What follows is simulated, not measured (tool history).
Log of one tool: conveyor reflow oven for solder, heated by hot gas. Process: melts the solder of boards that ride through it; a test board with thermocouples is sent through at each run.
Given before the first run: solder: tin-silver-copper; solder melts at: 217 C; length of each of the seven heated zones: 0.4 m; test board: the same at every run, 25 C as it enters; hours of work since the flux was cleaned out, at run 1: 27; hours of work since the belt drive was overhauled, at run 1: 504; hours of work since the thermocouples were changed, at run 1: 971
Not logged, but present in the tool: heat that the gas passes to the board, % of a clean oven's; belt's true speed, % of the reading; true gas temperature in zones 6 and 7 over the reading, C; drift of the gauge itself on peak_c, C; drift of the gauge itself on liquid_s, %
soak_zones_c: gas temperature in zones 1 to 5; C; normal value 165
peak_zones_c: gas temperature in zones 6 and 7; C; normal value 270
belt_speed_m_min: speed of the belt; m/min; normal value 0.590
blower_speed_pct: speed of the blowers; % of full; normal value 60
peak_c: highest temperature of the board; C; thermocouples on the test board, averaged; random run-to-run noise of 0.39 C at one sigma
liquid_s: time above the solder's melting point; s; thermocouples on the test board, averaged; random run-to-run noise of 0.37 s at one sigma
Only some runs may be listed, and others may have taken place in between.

run	hour	soak_zones_c	peak_zones_c	belt_speed_m_min	blower_speed_pct	hours of work since the flux was cleaned out	hours of work since the belt drive was overhauled	hours of work since the thermocouples were changed	peak_c	liquid_s
1	0.0	165	270	0.590	60	27	504	971	256.6	63.0
2	83.2	165	270	0.590	60	63	540	1007	256.8	63.2
3	165.8	165	270	0.590	60	98	575	1042	256.8	63.1
4	228.2	165	270	0.590	60	125	602	1069	257.5	63.2
5	290.9	176	270	0.590	60	152	629	1096	258.7	67.4
# hour 321.9: flux residue cleaned out of gas plates and filters
6	371.4	165	270	0.493	60	21	661	1128	262.8	81.3
7	455.6	165	270	0.590	60	57	697	1164	257.8	64.1
8	512.7	165	270	0.496	60	82	721	1189	262.8	80.7
9	567.5	165	270	0.496	60	105	745	1212	263.0	81.9
10	635.8	165	270	0.496	60	135	774	1242	262.3	80.3
# hour 707.5: flux residue cleaned out of gas plates and filters
11	722.5	165	280	0.590	60	6	809	1277	268.2	69.6
12	761.9	165	280	0.590	60	23	826	1294	267.2	69.6
13	842.9	165	280	0.590	60	58	861	1328	266.9	69.4
# hour 852.4: belt drive overhauled, speed set with a stopwatch
14	905.1	165	270	0.590	63	83	23	1353	258.9	64.8
15	986.6	165	270	0.590	63	118	58	1388	259.0	65.0
16	1065.2	165	270	0.590	63	152	91	1422	259.3	65.8
# hour 1082.6: thermocouples of zones 6 and 7 changed
# hour 1099.8: flux residue cleaned out of gas plates and filters
17	1118.2	165	270	0.590	63	8	111	13	255.8	63.9
18	1193.2	168	283	0.590	60	40	143	45	268.1	71.8
19	1278.5	153	262	0.573	79	77	180	82	250.1	58.9
20	1342.3	165	277	0.590	60	104	207	109	262.2	66.8
# hour 1359.8: belt drive overhauled, speed set with a stopwatch, once more
21	1433.2	165	268	0.590	60	141	31	146	252.5	58.5
# hour 1494.7: flux residue cleaned out of gas plates and filters
22	1505.8	165	268	0.590	55	5	60	175	251.8	58.1
23	1561.7	165	268	0.640	55	29	84	199	249.7	51.2
24	1613.8	165	262	0.554	81	51	107	222	252.6	64.5
25	1665.8	165	271	0.590	83	73	129	244	259.7	65.0
26	1701.9	165	258	0.590	73	89	144	259	246.0	54.3
27	1745.1	175	258	0.590	73	107	163	278	247.6	59.6
28	1832.6	152	270	0.590	70	145	200	315	254.6	56.7
# hour 1881.9: flux residue cleaned out of gas plates and filters
29	1906.1	152	270	0.590	70	10	230	345	255.6	57.9

What if the next run were any one of these 3? Each begins from the tool's condition after run 29:
A	1976.4	175	270	0.631	87	41	260	375	?	?
B	1976.4	152	270	0.579	70	41	260	375	?	?
C	1976.4	152	272	0.635	69	41	260	375	?	?

run	peak_c	liquid_s
A	258.9	63.1
B	255.9	59.3
C	254.4	51.5
What these runs would have given with no unlogged condition in the tool:
run	peak_c	liquid_s
A	258.0	62.1
B	254.9	58.2
C	253.5	50.5
